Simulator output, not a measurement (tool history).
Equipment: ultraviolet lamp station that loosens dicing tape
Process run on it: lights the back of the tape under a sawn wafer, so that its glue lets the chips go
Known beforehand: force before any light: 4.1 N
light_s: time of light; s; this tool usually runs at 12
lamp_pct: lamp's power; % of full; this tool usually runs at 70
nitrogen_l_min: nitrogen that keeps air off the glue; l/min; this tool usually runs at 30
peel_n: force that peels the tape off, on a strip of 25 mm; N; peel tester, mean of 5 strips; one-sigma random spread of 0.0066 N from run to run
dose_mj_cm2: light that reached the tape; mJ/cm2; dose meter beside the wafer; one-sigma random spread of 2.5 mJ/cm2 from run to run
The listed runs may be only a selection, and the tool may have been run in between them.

run 1 hour=0 | light_s=12 lamp_pct=70 nitrogen_l_min=30 | peel_n=0.225 dose_mj_cm2=296
run 2 hour=78.6 | light_s=12 lamp_pct=70 nitrogen_l_min=30 | peel_n=0.218 dose_mj_cm2=302
-- hour=135.1 lamp changed
run 3 hour=135.1 | light_s=12 lamp_pct=70 nitrogen_l_min=30 | peel_n=0.23 dose_mj_cm2=295
run 4 hour=198 | light_s=12 lamp_pct=70 nitrogen_l_min=30 | peel_n=0.206 dose_mj_cm2=298
run 5 hour=278.2 | light_s=12 lamp_pct=97 nitrogen_l_min=30 | peel_n=0.173 dose_mj_cm2=416
run 6 hour=360.4 | light_s=12 lamp_pct=70 nitrogen_l_min=35 | peel_n=0.204 dose_mj_cm2=299
run 7 hour=404.3 | light_s=12 lamp_pct=70 nitrogen_l_min=35 | peel_n=0.196 dose_mj_cm2=301
run 8 hour=460.2 | light_s=18 lamp_pct=70 nitrogen_l_min=38 | peel_n=0.169 dose_mj_cm2=448
run 9 hour=521.6 | light_s=17 lamp_pct=77 nitrogen_l_min=32 | peel_n=0.173 dose_mj_cm2=467
run 10 hour=578.7 | light_s=12 lamp_pct=62 nitrogen_l_min=11 | peel_n=0.462 dose_mj_cm2=261
-- hour=612 window cleaned of glue's vapour
run 11 hour=619.9 | light_s=7 lamp_pct=62 nitrogen_l_min=32 | peel_n=0.578 dose_mj_cm2=152
run 12 hour=710.3 | light_s=10 lamp_pct=62 nitrogen_l_min=32 | peel_n=0.336 dose_mj_cm2=217
run 13 hour=782.6 | light_s=11 lamp_pct=70 nitrogen_l_min=16 | peel_n=0.335 dose_mj_cm2=272

Forecast each of these 5 alternatives for the next run:
run A hour=864.3 | light_s=21 lamp_pct=60 nitrogen_l_min=16 | peel_n=? dose_mj_cm2=?
run B hour=864.3 | light_s=22 lamp_pct=70 nitrogen_l_min=16 | peel_n=? dose_mj_cm2=?
run C hour=864.3 | light_s=13 lamp_pct=70 nitrogen_l_min=57 | peel_n=? dose_mj_cm2=?
run D hour=864.3 | light_s=15 lamp_pct=61 nitrogen_l_min=19 | peel_n=? dose_mj_cm2=?
run E hour=864.3 | light_s=18 lamp_pct=81 nitrogen_l_min=16 | peel_n=? dose_mj_cm2=?

run=A peel_n=0.187 dose_mj_cm2=445
run=B peel_n=0.161 dose_mj_cm2=544
run=C peel_n=0.175 dose_mj_cm2=323
run=D peel_n=0.241 dose_mj_cm2=320
run=E peel_n=0.165 dose_mj_cm2=510
Without the tool's hidden state the same runs would have given:
run=A peel_n=0.187 dose_mj_cm2=445
run=B peel_n=0.161 dose_mj_cm2=545
run=C peel_n=0.175 dose_mj_cm2=324
run=D peel_n=0.24 dose_mj_cm2=320
run=E peel_n=0.165 dose_mj_cm2=511

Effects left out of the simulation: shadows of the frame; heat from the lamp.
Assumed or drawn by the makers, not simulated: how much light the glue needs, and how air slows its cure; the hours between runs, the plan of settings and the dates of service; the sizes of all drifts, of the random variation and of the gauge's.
